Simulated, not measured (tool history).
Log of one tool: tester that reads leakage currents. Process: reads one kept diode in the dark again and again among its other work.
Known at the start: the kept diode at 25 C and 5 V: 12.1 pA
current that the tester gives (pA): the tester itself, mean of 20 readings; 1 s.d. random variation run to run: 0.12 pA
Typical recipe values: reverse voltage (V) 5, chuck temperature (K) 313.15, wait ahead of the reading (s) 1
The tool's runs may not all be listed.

run	hour	reverse voltage (V)	chuck temperature (K)	wait ahead of the reading (s)	current that the tester gives (pA)
1	0	5	313.15	1	38.65
2	17.9	5	313.15	1	38.87
3	54	5	313.15	1	39.28
4	90.1	5	305.15	1	25.09
5	115.9	5	317.15	1	50
6	143.9	5	317.15	1	50.19
7	166.1	5	313.15	1	40.24
8	188.8	5	313.15	1	40.05
9	209.1	1.63	313.15	1	21.45
10	229.2	1.63	313.15	1	21.56
11	264.5	1.63	313.15	1	21.57
12	285.4	1.63	313.15	1	21.66
13	319.2	1.14	313.15	1	17.82
14	337.2	1.14	313.15	1	17.8
15	376.6	3.81	307.15	1.56	24.88
16	397.9	8.59	313.15	1.63	56.72
17	438.4	6.64	307.15	2.35	35.21
18	455.7	5	319.15	3.01	57.47
19	490.6	1.61	297.15	3.01	8.58
20	513.2	12.06	304.15	2.9	46.22
21	537.1	3.18	331.15	1.57	90.15
22	568.7	3.18	331.15	1.57	90.77
23	604.2	5	313.15	1.36	42.38
# hour 636.4: chuck's temperature calibrated
24	638.8	5	296.15	1.8	19.63
25	678.9	3.46	296.15	1.69	15.17

Alternative continuations, all from the tool just after run 25; predict every row:
A	716.6	3.46	296.15	8.44	?
B	716.6	3.46	296.15	6.49	?
C	716.6	5.35	296.15	0.51	?
D	716.6	1.69	319.15	1.25	?

run	current that the tester gives (pA)
A	15.1
B	14.97
C	23.29
D	34.06
The same runs, with their run-to-run variation unchanged, on a tool lacking any hidden condition would have given:
run	current that the tester gives (pA)
A	8.93
B	8.82
C	13.77
D	30.85
